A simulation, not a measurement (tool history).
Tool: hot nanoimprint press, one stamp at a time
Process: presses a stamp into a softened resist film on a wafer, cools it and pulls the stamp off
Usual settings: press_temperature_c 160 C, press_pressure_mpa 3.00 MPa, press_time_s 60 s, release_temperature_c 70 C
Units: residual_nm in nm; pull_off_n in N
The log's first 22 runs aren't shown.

run     day  press_temperature_c  press_pressure_mpa  press_time_s  release_temperature_c  hours of work since the thermocouple was calibrated  imprints on the stamp's release coat  hours of work since the press's seals were changed  residual_nm  pull_off_n
 23  13.221                  160                2.63           101                     70                                                  134                                    47                                                 268        359.3         163
 24  13.667                  160                3.00           120                     56                                                  143                                    78                                                 276        320.4         218
 25  14.400                  160                3.00           120                     56                                                  157                                   127                                                 290        318.8         219
 26  15.138                  160                3.00            60                     77                                                  171                                   177                                                 305        404.4         129
 27  15.804                  160                2.57            60                     76                                                  184                                   223                                                 317        421.5         131
 28  16.442                  160                2.57            60                     76                                                  196                                   266                                                 330        430.6         137
 29  16.979                  160                2.57            60                     76                                                  206                                   302                                                 340        431.6         135
 30  17.817                  159                4.05            58                     72                                                  222                                   359                                                 356        379.7         149
 31  18.412                  159                1.91            41                     76                                                  234                                   400                                                 367        538.1         136

Forecast each of these 3 alternatives for the next run:
  A  19.121                  154                1.91            41                     75                                                  247                                   448                                                 381            ?           ?
  B  19.121                  164                1.91            49                     76                                                  247                                   448                                                 381            ?           ?
  C  19.121                  160                2.49            73                     73                                                  247                                   448                                                 381            ?           ?

run  residual_nm  pull_off_n
  A        614.4         144
  B        421.6         134
  C        411.0         145
Without the tool's hidden state the same runs would have given:
run  residual_nm  pull_off_n
  A        614.3         143
  B        421.3         133
  C        410.8         144

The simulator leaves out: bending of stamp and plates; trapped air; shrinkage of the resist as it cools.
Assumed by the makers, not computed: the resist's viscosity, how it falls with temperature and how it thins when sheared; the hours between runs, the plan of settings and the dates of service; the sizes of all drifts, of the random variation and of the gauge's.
